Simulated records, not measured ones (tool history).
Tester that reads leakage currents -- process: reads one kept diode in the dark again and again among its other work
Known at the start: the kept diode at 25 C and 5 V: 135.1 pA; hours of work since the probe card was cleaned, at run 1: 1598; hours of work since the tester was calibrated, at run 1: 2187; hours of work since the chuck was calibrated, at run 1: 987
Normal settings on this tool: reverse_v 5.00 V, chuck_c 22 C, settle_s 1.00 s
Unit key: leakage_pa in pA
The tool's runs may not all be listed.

run    hour  reverse_v  chuck_c  settle_s  hours of work since the probe card was cleaned  hours of work since the tester was calibrated  hours of work since the chuck was calibrated  leakage_pa
  1     0.0       5.00       22      1.00                                            1598                                           2187                                           987      101.96
  2   188.6       5.00       22      1.00                                            1674                                           2263                                          1063      101.63
  3   346.7       5.00       22      1.00                                            1738                                           2327                                          1127      100.50
  4   479.6       5.00       22      1.00                                            1791                                           2380                                          1180      100.54
  5   580.9       5.00       22      1.00                                            1832                                           2421                                          1221      100.21
  6   716.9       5.00       22      1.00                                            1887                                           2476                                          1276       99.63
      734.3  -- chuck's temperature calibrated
  7   875.1       5.00       22      1.00                                            1950                                           2539                                            57       98.02
  8   995.7       5.00       22      1.00                                            1998                                           2588                                           105       97.20
  9  1083.9       5.00       22      1.00                                            2034                                           2623                                           141       97.80
 10  1190.4       5.00       22      1.00                                            2077                                           2666                                           184       96.61
     1298.6  -- chuck's temperature calibrated, once more
 11  1342.7       5.00       40      1.00                                            2137                                           2727                                            18      406.26
 12  1441.8       5.00       20      1.00                                            2177                                           2767                                            58       96.60
 13  1599.1       5.00       20      1.00                                            2241                                           2830                                           121       96.24
 14  1702.9       5.00       20      1.00                                            2282                                           2872                                           163       95.94

Branching from run 14: 4 alternative next runs. What would each branch give?
  A  1920.6       5.00       21      3.57                                            2370                                           2960                                           251           ?
  B  1920.6       5.00       27      1.00                                            2370                                           2960                                           251           ?
  C  1920.6       8.44       30      0.36                                            2370                                           2960                                           251           ?
  D  1920.6      13.39       22      0.75                                            2370                                           2960                                           251           ?

run  leakage_pa
  A      101.58
  B      159.94
  C      269.55
  D      193.51
The same runs, with their run-to-run variation unchanged, on a tool lacking any hidden condition would have given:
run  leakage_pa
  A       99.56
  B      158.67
  C      267.26
  D      186.82
